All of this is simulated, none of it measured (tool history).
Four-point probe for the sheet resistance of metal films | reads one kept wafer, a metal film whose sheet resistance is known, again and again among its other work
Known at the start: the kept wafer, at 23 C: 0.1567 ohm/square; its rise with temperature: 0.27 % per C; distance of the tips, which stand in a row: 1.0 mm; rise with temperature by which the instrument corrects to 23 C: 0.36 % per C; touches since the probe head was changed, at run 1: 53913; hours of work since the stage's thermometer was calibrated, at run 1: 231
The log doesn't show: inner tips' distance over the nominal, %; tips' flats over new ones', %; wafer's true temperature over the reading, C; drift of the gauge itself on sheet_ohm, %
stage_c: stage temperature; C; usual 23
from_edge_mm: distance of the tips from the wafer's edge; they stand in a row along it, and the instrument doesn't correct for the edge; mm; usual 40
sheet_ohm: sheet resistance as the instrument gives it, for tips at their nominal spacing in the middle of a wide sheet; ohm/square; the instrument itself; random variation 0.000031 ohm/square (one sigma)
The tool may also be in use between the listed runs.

run     day  stage_c  from_edge_mm  touches since the probe head was changed  hours of work since the stage's thermometer was calibrated  sheet_ohm
  1       0       23            40                                     53913                                                         231   0.158303
  2   0.888       23            40                                     54533                                                         243   0.158342
  3   1.804       23             4                                     55172                                                         255   0.163428
  4   3.121       23             4                                     56093                                                         272   0.163435
  5   4.392       23             4                                     56981                                                         289   0.163472
  6   5.388       23             4                                     57675                                                         302   0.163471
  7   6.767       23             4                                     58640                                                         320   0.163554
  8   8.358       23             4                                     59751                                                         341   0.163563
  9   9.846       33            40                                     60789                                                         360   0.157026
 10  11.942       33            40                                     62254                                                         388   0.157123
 11  13.512       33            40                                     63349                                                         408    0.15713
 12    15.3       33            40                                     64600                                                         432   0.157144
 13  16.667       33            40                                     65554                                                         450   0.157149
 14  17.688       23            40                                     66266                                                         463   0.158527
 15  18.992       23            40                                     67178                                                         480   0.158642
 16  20.242       23            40                                     68050                                                         497   0.158617
 17  22.033       23            40                                     69302                                                         520   0.158604
 18   24.05       23            40                                     70711                                                         547   0.158688
 19  25.725       23            40                                     71881                                                         569   0.158703
 20  27.629       23            40                                     73210                                                         594   0.158748
 21  29.325       23            17                                     74395                                                         616   0.158991
 22  30.362       23            35                                     75119                                                         629   0.158744
 23    32.5       30             4                                     76612                                                         657    0.16282
 24  34.104       20             4                                     77733                                                         679   0.164415

The next listed run, before its measurement:
 25  35.5       18            11                                     78707                                                         697          ?

sheet_ohm: 0.160235 ohm/square
Without the tool's hidden state the same run would have given sheet_ohm 0.158149 ohm/square.
